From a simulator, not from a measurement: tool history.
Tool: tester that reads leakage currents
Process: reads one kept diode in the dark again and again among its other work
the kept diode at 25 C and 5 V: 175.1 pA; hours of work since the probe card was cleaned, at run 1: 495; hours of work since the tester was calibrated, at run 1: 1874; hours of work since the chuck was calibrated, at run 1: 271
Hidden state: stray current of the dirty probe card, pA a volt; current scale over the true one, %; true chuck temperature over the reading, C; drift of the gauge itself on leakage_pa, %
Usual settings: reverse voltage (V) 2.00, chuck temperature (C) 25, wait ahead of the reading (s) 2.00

run,hour,reverse voltage (V),chuck temperature (C),wait ahead of the reading (s),hours of work since the probe card was cleaned,hours of work since the tester was calibrated,hours of work since the chuck was calibrated,current that the tester gives (pA)
1,0.0,2.00,25,2.00,495,1874,271,102.79
2,62.7,2.00,25,2.00,530,1909,306,103.59
3,130.7,2.00,25,2.00,568,1947,344,103.39
4,207.4,2.00,25,2.00,611,1990,388,102.74
5,258.7,2.00,25,2.00,640,2019,416,103.69
6,317.6,2.00,25,2.00,673,2052,449,101.83
7,379.4,2.00,25,2.00,708,2086,484,103.23
8,455.2,2.00,25,2.00,750,2129,527,103.39
9,507.2,2.00,25,8.10,780,2158,556,103.01
10,579.1,2.00,25,0.51,820,2198,596,103.94
11,641.0,2.00,25,2.00,855,2233,631,102.89
12,727.1,2.00,29,2.00,903,2281,679,142.81
# hour 752.1: chuck's temperature calibrated
13,801.5,2.00,29,2.00,943,2322,28,143.64
14,859.9,2.00,29,2.00,976,2355,60,142.70
15,917.5,2.00,29,2.00,1009,2387,93,142.55
16,981.4,2.00,29,2.00,1044,2423,129,143.11
17,1027.0,2.00,29,2.00,1070,2448,154,142.97
18,1110.1,2.00,25,2.00,1117,2495,201,103.05
19,1154.0,2.00,25,2.00,1141,2519,225,103.19
20,1222.8,2.00,25,2.00,1180,2558,264,102.97
21,1275.1,1.22,25,1.19,1209,2587,293,77.39
# hour 1291.7: probe card cleaned and baked
22,1355.1,1.22,25,1.19,36,2631,336,77.81
23,1401.4,1.22,25,1.19,61,2657,362,77.51
24,1473.1,4.88,25,2.00,102,2697,403,173.10
25,1509.9,4.88,25,2.00,122,2717,423,173.33
26,1568.2,4.88,25,2.00,155,2750,456,173.80
27,1651.1,2.74,25,1.00,201,2797,502,124.36
28,1719.0,4.14,25,2.00,240,2835,541,157.31
29,1805.1,2.00,30,0.46,288,2883,589,155.14
30,1846.4,3.76,59,1.00,311,2906,612,1847.33
31,1890.3,3.76,59,1.00,336,2931,637,1850.50
32,1950.9,2.49,23,2.00,370,2965,671,99.55
# hour 1991.1: chuck's temperature calibrated
33,2005.2,2.49,23,2.00,399,2994,8,98.63
34,2092.0,15.56,46,6.04,448,3043,57,1725.98
35,2165.6,15.56,46,6.04,489,3084,98,1720.51
36,2248.6,2.00,28,3.08,535,3131,144,131.75
37,2287.7,2.50,41,3.08,557,3152,166,410.05

The same runs without the tool's hidden state, with the same run-to-run variation:
run,current that the tester gives (pA)
1,102.75
2,103.54
3,103.34
4,102.68
5,103.62
6,101.76
7,103.16
8,103.31
9,102.92
10,103.85
11,102.80
12,142.68
13,143.62
14,142.67
15,142.51
16,143.07
17,142.92
18,103.01
19,103.14
20,102.92
21,77.35
22,77.77
23,77.46
24,172.98
25,173.21
26,173.67
27,124.26
28,157.18
29,155.00
30,1845.89
31,1849.01
32,99.45
33,98.62
34,1725.62
35,1720.07
36,131.71
37,409.91
